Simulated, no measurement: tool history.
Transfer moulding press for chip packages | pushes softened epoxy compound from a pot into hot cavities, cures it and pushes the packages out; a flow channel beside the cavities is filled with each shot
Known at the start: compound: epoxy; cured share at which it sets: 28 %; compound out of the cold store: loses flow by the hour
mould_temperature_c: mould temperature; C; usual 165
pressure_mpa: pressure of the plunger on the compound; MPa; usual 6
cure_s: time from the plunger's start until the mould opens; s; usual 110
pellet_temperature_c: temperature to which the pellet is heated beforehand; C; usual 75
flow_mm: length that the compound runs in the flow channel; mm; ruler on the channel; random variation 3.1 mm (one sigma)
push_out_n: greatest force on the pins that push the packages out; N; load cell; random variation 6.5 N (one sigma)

run   hour  mould_temperature_c  pressure_mpa  cure_s  pellet_temperature_c  incoming compound's hours out of the cold store  flow_mm  push_out_n
  1      0                  165             6     110                    75                                             17.8      677         317
  2   15.1                  165             6     110                    75                                             13.2      686         373
  3   29.5                  163             6     110                    75                                             39.8      613         438
  4   45.7                  163             6     110                    75                                             44.8      605         448
  5   58.5                  163             6     110                    75                                             18.5      728         485
  6   71.9                  163             6     110                    75                                             19.5      722         519
  7     81                  163             6     110                    75                                             47.1      639         306
  8   88.3                  163          5.19      94                    75                                              8.4      711         522
  9   96.2                  163          5.19      94                    75                                             10.9      702         574
 10  110.5                  165          5.03      94                    75                                             11.5      674         536
 11  125.5                  165          7.47     126                    75                                                9      826         353
 12    136                  161             6     110                    75                                               31      698         549
 13    150                  165          6.94     110                    75                                             29.4      726         435
 14  163.8                  163             6     110                    75                                             35.1      667         305

Not shown: 4 entries that the log had between the listed runs. Between which runs, and how does the tool's hidden state differ before and after?
Between runs 4 and 5: plunger's sealing rings changed (hour 50.2)
  pressure that reaches the compound, % of what is set: 87.26 -> 99.7; grip of the stained cavities, % over clean ones': 60.6 -> 65
  measured less the result without the state, flow_mm: -40 -> +3 mm; push_out_n: +181 -> +209 N
Between runs 6 and 7: cavities cleaned with cleaning compound and waxed (hour 77.8)
  true mould temperature over the reading, C: -0.73 -> -0.74; pressure that reaches the compound, % of what is set: 99.39 -> 99.22; grip of the stained cavities, % over clean ones': 69.2 -> 6.4
  measured less the result without the state, flow_mm: +2 -> +1 mm; push_out_n: +228 -> +30 N
Between runs 10 and 11: mould's thermocouples calibrated (hour 113.7)
  true mould temperature over the reading, C: -0.76 -> -0.92; pressure that reaches the compound, % of what is set: 98.6 -> 98.32; grip of the stained cavities, % over clean ones': 44.5 -> 54.2
  measured less the result without the state, flow_mm: -1 -> -2 mm; push_out_n: +188 -> +129 N
Between runs 13 and 14: cavities cleaned with cleaning compound and waxed (hour 163.4)
  pressure that reaches the compound, % of what is set: 97.8 -> 97.54; grip of the stained cavities, % over clean ones': 66.2 -> 2.9
  measured less the result without the state, flow_mm: -4 -> -4 mm; push_out_n: +186 -> +26 N
